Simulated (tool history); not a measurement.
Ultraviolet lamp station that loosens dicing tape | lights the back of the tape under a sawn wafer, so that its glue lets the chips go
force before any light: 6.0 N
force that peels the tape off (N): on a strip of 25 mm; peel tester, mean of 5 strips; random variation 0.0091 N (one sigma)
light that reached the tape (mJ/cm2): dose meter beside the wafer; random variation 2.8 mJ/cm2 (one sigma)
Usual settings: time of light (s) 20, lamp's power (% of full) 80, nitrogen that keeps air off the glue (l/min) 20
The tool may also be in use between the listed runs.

run   hour  time of light (s)  lamp's power (% of full)  nitrogen that keeps air off the glue (l/min)  force that peels the tape off (N)  light that reached the tape (mJ/cm2)
  1      0                 20                        80                                            20                              0.633                                   303
  2   20.3                 20                        80                                            20                              0.635                                   298
  3   51.4                 20                        80                                            20                              0.641                                   295
  4   85.1                 20                        80                                            20                              0.652                                   286
  5  115.4                 15                        80                                            20                              1.092                                   214
  6  133.6                 20                        80                                            20                              0.692                                   280
  7  153.8                 20                        81                                            20                              0.654                                   286
       157  -- window cleaned of glue's vapour
  8  171.1                 20                        81                                            20                              0.689                                   282
  9    209                 20                        83                                            20                              0.677                                   280
 10  247.5                 17                        71                                            20                              1.188                                   197
     275.6  -- window cleaned of glue's vapour, once more
 11  282.5                 19                        80                                            31                              0.594                                   260
 12  312.7                 39                        84                                            31                              0.225                                   559
 13  353.6                 10                        88                                            21                              1.744                                   148
 14    386                 10                        88                                            21                              1.734                                   148
 15  422.5                 12                        88                                            35                              1.151                                   169

Measured less the same run without the tool's hidden state. The same run-to-run variation is in both; the gauge's scatter may not be:
The hidden state here: lamp's light, % of a new lamp's; light that the window lets through, % of a clean one's; drift of the gauge itself on peel_n, %; drift of the gauge itself on dose_mj_cm2, %.
run  force that peels the tape off (N)  light that reached the tape (mJ/cm2)
  1                             +0.249                                  -103
  2                             +0.255                                  -105
  3                             +0.267                                  -110
  4                             +0.282                                  -113
  5                             +0.475                                   -88
  6                             +0.315                                  -120
  7                             +0.301                                  -125
  8                             +0.322                                  -128
  9                             +0.329                                  -135
 10                              +0.58                                  -102
 11                             +0.271                                  -121
 12                             +0.017                                  -267
 13                             +0.748                                   -75
 14                             +0.764                                   -77
 15                               +0.6                                   -95
